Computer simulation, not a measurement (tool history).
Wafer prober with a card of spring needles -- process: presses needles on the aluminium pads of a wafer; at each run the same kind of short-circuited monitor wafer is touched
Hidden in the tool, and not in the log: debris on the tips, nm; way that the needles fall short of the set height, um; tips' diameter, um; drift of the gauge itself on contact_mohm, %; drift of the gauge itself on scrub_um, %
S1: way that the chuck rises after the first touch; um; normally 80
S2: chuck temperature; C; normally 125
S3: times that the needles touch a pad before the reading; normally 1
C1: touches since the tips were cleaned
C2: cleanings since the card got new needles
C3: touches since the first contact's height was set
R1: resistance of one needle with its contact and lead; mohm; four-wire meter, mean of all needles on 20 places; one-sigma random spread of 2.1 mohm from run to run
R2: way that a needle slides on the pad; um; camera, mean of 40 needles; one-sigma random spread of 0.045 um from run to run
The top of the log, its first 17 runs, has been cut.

run,day,S1,S2,S3,C1,C2,C3,R1,R2
# day 16.742: tips cleaned on abrasive film
18,17.183,92,125,1,5125,97,123259,238,16.29
# day 17.296: tips cleaned on abrasive film
# day 17.833: tips cleaned on abrasive film
# day 18.354: tips cleaned on abrasive film
19,18.354,92,125,1,0,100,136789,238,16.21
# day 18.871: tips cleaned on abrasive film
20,19.246,92,31,2,4373,101,147168,213,16.32
# day 19.458: tips cleaned on abrasive film
# day 20.062: tips cleaned on abrasive film
21,20.538,92,31,2,5570,103,162127,214,16.30
# day 20.621: tips cleaned on abrasive film
# day 21.175: tips cleaned on abrasive film
22,21.604,91,47,2,4984,105,174467,218,16.12
# day 21.746: tips cleaned on abrasive film
# day 22.038: height of the first contact set anew
# day 22.308: tips cleaned on abrasive film
23,22.308,91,47,2,0,107,3140,219,16.03
# day 22.825: tips cleaned on abrasive film
# day 23.329: tips cleaned on abrasive film
24,23.483,91,47,2,1765,109,16728,216,16.09
# day 23.862: tips cleaned on abrasive film
25,24.138,91,47,2,3218,110,24318,218,16.06
# day 24.454: tips cleaned on abrasive film
# day 24.983: tips cleaned on abrasive film
26,25.179,91,47,2,2273,112,36399,217,16.04
# day 25.550: tips cleaned on abrasive film
# day 26.088: tips cleaned on abrasive film
27,26.483,74,67,3,4600,114,51508,223,13.09
# day 26.596: tips cleaned on abrasive film
# day 27.167: tips cleaned on abrasive film
28,27.612,66,125,2,5204,116,64598,239,11.66
# day 27.729: tips cleaned on abrasive film
# day 28.258: tips cleaned on abrasive film
29,28.258,78,48,2,0,118,72013,219,13.78
# day 28.771: tips cleaned on abrasive film
30,29.100,96,45,2,3884,119,81819,220,17.00

Each row is a separate what-if for the run after 30, all from the same tool condition, not one after another. Results?
# day 29.367: tips cleaned on abrasive film
A,29.738,96,38,2,4345,120,89193,?,?
# day 29.367: tips cleaned on abrasive film
B,29.738,80,45,1,4345,120,89193,?,?
# day 29.367: tips cleaned on abrasive film
C,29.738,62,45,2,4345,120,89193,?,?

run,R1,R2
A,215,16.96
B,217,14.20
C,218,10.96
Without the tool's hidden state the same runs would have given:
run,R1,R2
A,214,16.96
B,215,14.20
C,217,10.97
